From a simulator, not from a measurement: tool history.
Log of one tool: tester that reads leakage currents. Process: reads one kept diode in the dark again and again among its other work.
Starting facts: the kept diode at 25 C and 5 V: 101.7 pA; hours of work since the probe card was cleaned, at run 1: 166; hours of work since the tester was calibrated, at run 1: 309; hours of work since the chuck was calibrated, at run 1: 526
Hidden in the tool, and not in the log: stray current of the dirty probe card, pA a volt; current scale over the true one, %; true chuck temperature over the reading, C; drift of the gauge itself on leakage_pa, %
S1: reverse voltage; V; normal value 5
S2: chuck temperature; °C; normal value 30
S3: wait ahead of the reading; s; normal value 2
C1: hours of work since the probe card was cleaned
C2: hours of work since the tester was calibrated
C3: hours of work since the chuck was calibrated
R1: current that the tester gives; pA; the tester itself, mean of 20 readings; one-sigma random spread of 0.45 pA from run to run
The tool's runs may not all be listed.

{"run": 1, "hour": 0.0, "S1": 5, "S2": 30, "S3": 2, "C1": 166, "C2": 309, "C3": 526, "R1": 148.25}
{"run": 2, "hour": 36.5, "S1": 5, "S2": 36, "S3": 2, "C1": 185, "C2": 328, "C3": 545, "R1": 229.65}
{"run": 3, "hour": 64.2, "S1": 2.45, "S2": 36, "S3": 2, "C1": 199, "C2": 342, "C3": 559, "R1": 155.64}
{"run": 4, "hour": 92.5, "S1": 2.45, "S2": 36, "S3": 2, "C1": 213, "C2": 356, "C3": 573, "R1": 156.26}
{"run": 5, "hour": 144.3, "S1": 5, "S2": 30, "S3": 2, "C1": 239, "C2": 382, "C3": 599, "R1": 149.22}
{"run": 6, "hour": 186.4, "S1": 5, "S2": 30, "S3": 2, "C1": 260, "C2": 404, "C3": 620, "R1": 148.37}
{"run": 7, "hour": 224.2, "S1": 5, "S2": 30, "S3": 2, "C1": 280, "C2": 423, "C3": 640, "R1": 148.65}
{"run": 8, "hour": 275.7, "S1": 5, "S2": 30, "S3": 2, "C1": 306, "C2": 449, "C3": 666, "R1": 149.23}
{"run": 9, "hour": 302.4, "S1": 5, "S2": 30, "S3": 0.3, "C1": 319, "C2": 463, "C3": 679, "R1": 152.67}
{"run": 10, "hour": 344.8, "S1": 5, "S2": 30, "S3": 9.68, "C1": 341, "C2": 484, "C3": 701, "R1": 149.03}
{"run": 11, "hour": 405.7, "S1": 5, "S2": 30, "S3": 2, "C1": 371, "C2": 515, "C3": 731, "R1": 148.91}
{"run": 12, "hour": 435.5, "S1": 5, "S2": 30, "S3": 2, "C1": 386, "C2": 530, "C3": 746, "R1": 148.53}
{"run": 13, "hour": 487.2, "S1": 5, "S2": 30, "S3": 2, "C1": 413, "C2": 556, "C3": 773, "R1": 149.38}
{"run": 14, "hour": 522.7, "S1": 12.12, "S2": 30, "S3": 5.63, "C1": 431, "C2": 574, "C3": 791, "R1": 240.7}
{"run": 15, "hour": 587.3, "S1": 12.12, "S2": 30, "S3": 5.63, "C1": 463, "C2": 607, "C3": 823, "R1": 241.5}
{"run": 16, "hour": 624.7, "S1": 12.12, "S2": 30, "S3": 5.63, "C1": 482, "C2": 626, "C3": 842, "R1": 242.09}
{"run": 17, "hour": 655.6, "S1": 1.23, "S2": 21, "S3": 1.03, "C1": 498, "C2": 641, "C3": 858, "R1": 35.2}
{"run": 18, "hour": 699.5, "S1": 5, "S2": 23, "S3": 2, "C1": 520, "C2": 663, "C3": 880, "R1": 87.66}
{"run": 19, "hour": 731.2, "S1": 4.95, "S2": 43, "S3": 1.67, "C1": 536, "C2": 680, "C3": 896, "R1": 372.78}
{"run": 20, "hour": 779.4, "S1": 11.5, "S2": 42, "S3": 6.14, "C1": 561, "C2": 704, "C3": 921, "R1": 550.42}
{"run": 21, "hour": 814.8, "S1": 1.66, "S2": 30, "S3": 2, "C1": 578, "C2": 722, "C3": 938, "R1": 81.54}

Below are 4 alternative next runs, each starting from the tool's condition after run 21. Predict each:
{"run": "A", "hour": 841.6, "S1": 5, "S2": 38, "S3": 2, "C1": 592, "C2": 735, "C3": 952, "R1": "?"}
{"run": "B", "hour": 841.6, "S1": 7.99, "S2": 30, "S3": 2, "C1": 592, "C2": 735, "C3": 952, "R1": "?"}
{"run": "C", "hour": 841.6, "S1": 8.02, "S2": 43, "S3": 3.79, "C1": 592, "C2": 735, "C3": 952, "R1": "?"}
{"run": "D", "hour": 841.6, "S1": 11.43, "S2": 24, "S3": 2, "C1": 592, "C2": 735, "C3": 952, "R1": "?"}

run=A R1=264.91
run=B R1=193.43
run=C R1=484.95
run=D R1=149.77
With no hidden state in the tool, these same runs would have given:
run=A R1=265.15
run=B R1=193.55
run=C R1=485.38
run=D R1=149.78

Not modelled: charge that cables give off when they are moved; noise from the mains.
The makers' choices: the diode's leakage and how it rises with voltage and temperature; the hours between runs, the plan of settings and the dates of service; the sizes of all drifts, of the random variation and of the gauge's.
